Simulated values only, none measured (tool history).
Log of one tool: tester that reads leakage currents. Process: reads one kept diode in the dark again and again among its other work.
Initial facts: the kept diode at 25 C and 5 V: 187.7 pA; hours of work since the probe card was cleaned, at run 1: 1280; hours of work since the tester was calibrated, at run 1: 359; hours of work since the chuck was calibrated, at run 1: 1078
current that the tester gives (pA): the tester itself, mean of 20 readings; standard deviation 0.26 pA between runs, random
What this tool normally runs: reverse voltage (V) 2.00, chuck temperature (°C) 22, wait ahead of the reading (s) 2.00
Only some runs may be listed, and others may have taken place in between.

run     day  reverse voltage (V)  chuck temperature (°C)  wait ahead of the reading (s)  hours of work since the probe card was cleaned  hours of work since the tester was calibrated  hours of work since the chuck was calibrated  current that the tester gives (pA)
  1   0.000                 2.00                      22                           2.00                                            1280                                            359                                          1078                               78.52
  2   1.325                 2.00                      22                           2.00                                            1299                                            379                                          1098                               78.22
  3   3.179                 2.00                      22                           2.00                                            1327                                            406                                          1126                               78.47
  4   4.179                 2.00                      22                           2.00                                            1342                                            421                                          1141                               78.45
  5   5.292                 2.00                      22                           2.00                                            1359                                            438                                          1157                               78.55
  6   7.188                 2.00                      22                           2.00                                            1387                                            466                                          1186                               77.57
      7.400  -- probe card cleaned and baked
  7   8.358                 1.86                      32                           2.00                                              14                                            482                                          1201                              182.14
  8   9.871                 1.86                      32                           2.00                                              37                                            505                                          1224                              182.57
  9  10.829                 6.93                      22                           5.92                                              51                                            519                                          1239                              166.29
 10  12.108                 2.92                      57                           2.27                                              71                                            538                                          1258                             1761.82
     12.729  -- probe card cleaned and baked, once more
 11  13.717                 2.92                      57                           2.27                                              15                                            561                                          1280                             1756.06
 12  15.546                 2.92                      57                           2.27                                              42                                            588                                          1307                             1762.34

What if the next run were any one of these 5? Each begins from the tool's condition after run 12:
  A  16.542                 2.00                      40                           0.61                                              57                                            603                                          1322                                   ?
  B  16.542                 1.93                      27                           1.10                                              57                                            603                                          1322                                   ?
  C  16.542                 3.07                      22                           6.62                                              57                                            603                                          1322                                   ?
  D  16.542                16.99                      57                           2.27                                              57                                            603                                          1322                                   ?
  E  16.542                 2.00                      23                           2.00                                              57                                            603                                          1322                                   ?

run  current that the tester gives (pA)
  A                              368.09
  B                              117.39
  C                               97.58
  D                             4920.09
  E                               83.81
With no hidden state in the tool, these same runs would have given:
run  current that the tester gives (pA)
  A                              399.80
  B                              128.35
  C                              106.97
  D                             5301.90
  E                               91.84
